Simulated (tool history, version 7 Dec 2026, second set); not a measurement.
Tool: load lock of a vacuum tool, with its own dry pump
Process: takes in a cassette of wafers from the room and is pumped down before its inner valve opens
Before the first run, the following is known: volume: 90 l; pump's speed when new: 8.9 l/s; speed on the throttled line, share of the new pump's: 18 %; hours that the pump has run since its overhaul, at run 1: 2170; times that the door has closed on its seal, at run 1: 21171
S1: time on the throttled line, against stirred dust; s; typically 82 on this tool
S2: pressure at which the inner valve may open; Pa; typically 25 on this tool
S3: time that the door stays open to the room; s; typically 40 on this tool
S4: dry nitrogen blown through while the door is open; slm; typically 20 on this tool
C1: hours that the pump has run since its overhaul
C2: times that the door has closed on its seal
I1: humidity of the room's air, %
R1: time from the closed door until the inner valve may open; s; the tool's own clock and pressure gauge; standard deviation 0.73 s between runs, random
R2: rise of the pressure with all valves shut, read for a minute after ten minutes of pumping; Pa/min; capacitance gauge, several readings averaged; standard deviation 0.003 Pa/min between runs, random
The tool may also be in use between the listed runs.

run 1 hour=0.0 | S1=82 S2=25 S3=40 S4=20 | C1=2170 C2=21171 | I1=45.0 | R1=153.6 R2=0.261
run 2 hour=57.5 | S1=82 S2=25 S3=40 S4=20 | C1=2228 C2=21419 | I1=46.1 | R1=152.7 R2=0.263
run 3 hour=118.9 | S1=82 S2=25 S3=40 S4=20 | C1=2289 C2=21684 | I1=44.1 | R1=153.0 R2=0.273
run 4 hour=196.5 | S1=82 S2=25 S3=40 S4=20 | C1=2367 C2=22018 | I1=44.7 | R1=154.6 R2=0.274
-- hour=302.5 door's seal changed, seat wiped
run 5 hour=312.6 | S1=82 S2=25 S3=40 S4=20 | C1=2481 C2=44 | I1=45.4 | R1=153.0 R2=0.017
run 6 hour=375.0 | S1=82 S2=25 S3=40 S4=20 | C1=2544 C2=313 | I1=48.1 | R1=154.4 R2=0.018
run 7 hour=501.0 | S1=82 S2=25 S3=40 S4=21 | C1=2670 C2=857 | I1=42.1 | R1=154.4 R2=0.016
run 8 hour=599.1 | S1=82 S2=25 S3=40 S4=21 | C1=2768 C2=1280 | I1=48.1 | R1=154.7 R2=0.020
run 9 hour=720.9 | S1=82 S2=25 S3=40 S4=21 | C1=2890 C2=1806 | I1=44.9 | R1=153.7 R2=0.023
run 10 hour=809.8 | S1=82 S2=25 S3=40 S4=8 | C1=2979 C2=2190 | I1=44.4 | R1=154.6 R2=0.031
run 11 hour=923.2 | S1=82 S2=25 S3=40 S4=32 | C1=3092 C2=2679 | I1=49.2 | R1=152.9 R2=0.029
run 12 hour=1047.2 | S1=82 S2=25 S3=40 S4=32 | C1=3216 C2=3214 | I1=44.1 | R1=153.0 R2=0.026
run 13 hour=1127.5 | S1=82 S2=25 S3=40 S4=32 | C1=3296 C2=3561 | I1=47.1 | R1=154.6 R2=0.033
run 14 hour=1225.5 | S1=82 S2=25 S3=40 S4=32 | C1=3394 C2=3983 | I1=44.6 | R1=153.9 R2=0.035
run 15 hour=1350.8 | S1=82 S2=25 S3=200 S4=32 | C1=3520 C2=4524 | I1=47.1 | R1=154.0 R2=0.043
run 16 hour=1431.1 | S1=56 S2=49 S3=46 S4=18 | C1=3600 C2=4871 | I1=44.4 | R1=126.1 R2=0.038
run 17 hour=1529.4 | S1=56 S2=49 S3=46 S4=18 | C1=3698 C2=5295 | I1=46.1 | R1=127.2 R2=0.046
run 18 hour=1602.6 | S1=56 S2=49 S3=46 S4=18 | C1=3771 C2=5611 | I1=47.2 | R1=126.8 R2=0.050
run 19 hour=1710.6 | S1=56 S2=49 S3=46 S4=18 | C1=3879 C2=6077 | I1=44.3 | R1=125.4 R2=0.048
run 20 hour=1786.1 | S1=108 S2=25 S3=117 S4=21 | C1=3955 C2=6403 | I1=44.1 | R1=176.5 R2=0.062
run 21 hour=1915.0 | S1=108 S2=25 S3=117 S4=21 | C1=4084 C2=6959 | I1=46.9 | R1=176.6 R2=0.071
run 22 hour=2016.2 | S1=82 S2=20 S3=40 S4=5 | C1=4185 C2=7396 | I1=49.7 | R1=157.6 R2=0.069
run 23 hour=2138.5 | S1=159 S2=45 S3=40 S4=20 | C1=4307 C2=7923 | I1=40.8 | R1=211.9 R2=0.064
run 24 hour=2218.1 | S1=43 S2=48 S3=174 S4=16 | C1=4387 C2=8267 | I1=42.0 | R1=115.5 R2=0.083
run 25 hour=2326.6 | S1=82 S2=48 S3=56 S4=20 | C1=4495 C2=8735 | I1=48.4 | R1=147.5 R2=0.076
run 26 hour=2434.5 | S1=128 S2=24 S3=138 S4=7 | C1=4603 C2=9201 | I1=45.7 | R1=194.4 R2=0.097
run 27 hour=2557.5 | S1=106 S2=27 S3=115 S4=5 | C1=4726 C2=9731 | I1=44.8 | R1=174.5 R2=0.102
run 28 hour=2630.1 | S1=106 S2=27 S3=115 S4=9 | C1=4799 C2=10045 | I1=44.8 | R1=173.8 R2=0.102
run 29 hour=2743.2 | S1=97 S2=27 S3=115 S4=10 | C1=4912 C2=10533 | I1=42.1 | R1=167.4 R2=0.105

Forecast each of these 4 alternatives for the next run:
run A hour=2822.1 | S1=97 S2=27 S3=115 S4=17 | C1=4991 C2=10873 | I1=45.7 | R1=? R2=?
run B hour=2822.1 | S1=97 S2=27 S3=115 S4=37 | C1=4991 C2=10873 | I1=47.9 | R1=? R2=?
run C hour=2822.1 | S1=82 S2=25 S3=40 S4=6 | C1=4991 C2=10873 | I1=46.4 | R1=? R2=?
run D hour=2822.1 | S1=48 S2=49 S3=32 S4=20 | C1=4991 C2=10873 | I1=44.4 | R1=? R2=?

run=A R1=166.7 R2=0.109
run=B R1=166.2 R2=0.103
run=C R1=155.9 R2=0.109
run=D R1=121.1 R2=0.101
With no hidden state in the tool, these same runs would have given:
run=A R1=163.8 R2=0.025
run=B R1=163.3 R2=0.018
run=C R1=152.8 R2=0.024
run=D R1=118.0 R2=0.018
